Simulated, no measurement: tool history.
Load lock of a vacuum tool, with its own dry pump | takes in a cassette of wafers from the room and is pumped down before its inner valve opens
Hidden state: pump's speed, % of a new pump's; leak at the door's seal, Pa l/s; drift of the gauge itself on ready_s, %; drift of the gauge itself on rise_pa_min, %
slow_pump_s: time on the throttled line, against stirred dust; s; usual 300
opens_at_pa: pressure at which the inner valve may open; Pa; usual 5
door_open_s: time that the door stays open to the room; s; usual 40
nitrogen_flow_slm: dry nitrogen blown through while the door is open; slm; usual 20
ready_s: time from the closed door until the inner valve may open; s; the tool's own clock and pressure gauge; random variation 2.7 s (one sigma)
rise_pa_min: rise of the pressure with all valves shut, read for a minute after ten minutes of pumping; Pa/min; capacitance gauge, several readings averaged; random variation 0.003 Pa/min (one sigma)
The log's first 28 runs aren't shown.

| run | hour | slow_pump_s | opens_at_pa | door_open_s | nitrogen_flow_slm | hours that the pump has run since its overhaul | times that the door has closed on its seal | incoming humidity of the room's air, % | ready_s | rise_pa_min |
|---|---|---|---|---|---|---|---|---|---|---|
| 29 | 4042.5 | 300 | 5 | 40 | 14 | 5405 | 20839 | 44.3 | 469.8 | 0.237 |
| 30 | 4242.3 | 300 | 5 | 40 | 14 | 5605 | 21694 | 45.1 | 469.3 | 0.24 |
| 31 | 4395.1 | 300 | 5 | 55 | 20 | 5758 | 22347 | 42.8 | 476.7 | 0.25 |
| 32 | 4556.7 | 300 | 5 | 55 | 20 | 5919 | 23038 | 47.7 | 474.4 | 0.27 |
| 33 | 4704.7 | 262 | 4 | 73 | 13 | 6067 | 23672 | 46.7 | 446.8 | 0.279 |
| 34 | 4796.4 | 337 | 4 | 26 | 14 | 6159 | 24064 | 46.4 | 511.8 | 0.272 |
| 35 | 4934.3 | 337 | 4 | 26 | 14 | 6297 | 24654 | 44.9 | 513 | 0.283 |
| 36 | 5062.1 | 360 | 4 | 86 | 18 | 6424 | 25200 | 44.4 | 536 | 0.308 |

Forecast each of these 4 alternatives for the next run:
| A | 5170.3 | 360 | 4 | 78 | 18 | 6533 | 25663 | 45.9 | ? | ? |
| B | 5170.3 | 300 | 9 | 40 | 20 | 6533 | 25663 | 44.1 | ? | ? |
| C | 5170.3 | 398 | 5 | 40 | 34 | 6533 | 25663 | 47.2 | ? | ? |
| D | 5170.3 | 300 | 5 | 40 | 19 | 6533 | 25663 | 43.5 | ? | ? |

| run | ready_s | rise_pa_min |
|---|---|---|
| A | 533.6 | 0.307 |
| B | 461.2 | 0.309 |
| C | 564.1 | 0.3 |
| D | 475.7 | 0.301 |
Without the tool's hidden state the same runs would have given:
| run | ready_s | rise_pa_min |
|---|---|---|
| A | 501 | 0.039 |
| B | 432 | 0.036 |
| C | 533.6 | 0.026 |
| D | 443.3 | 0.033 |
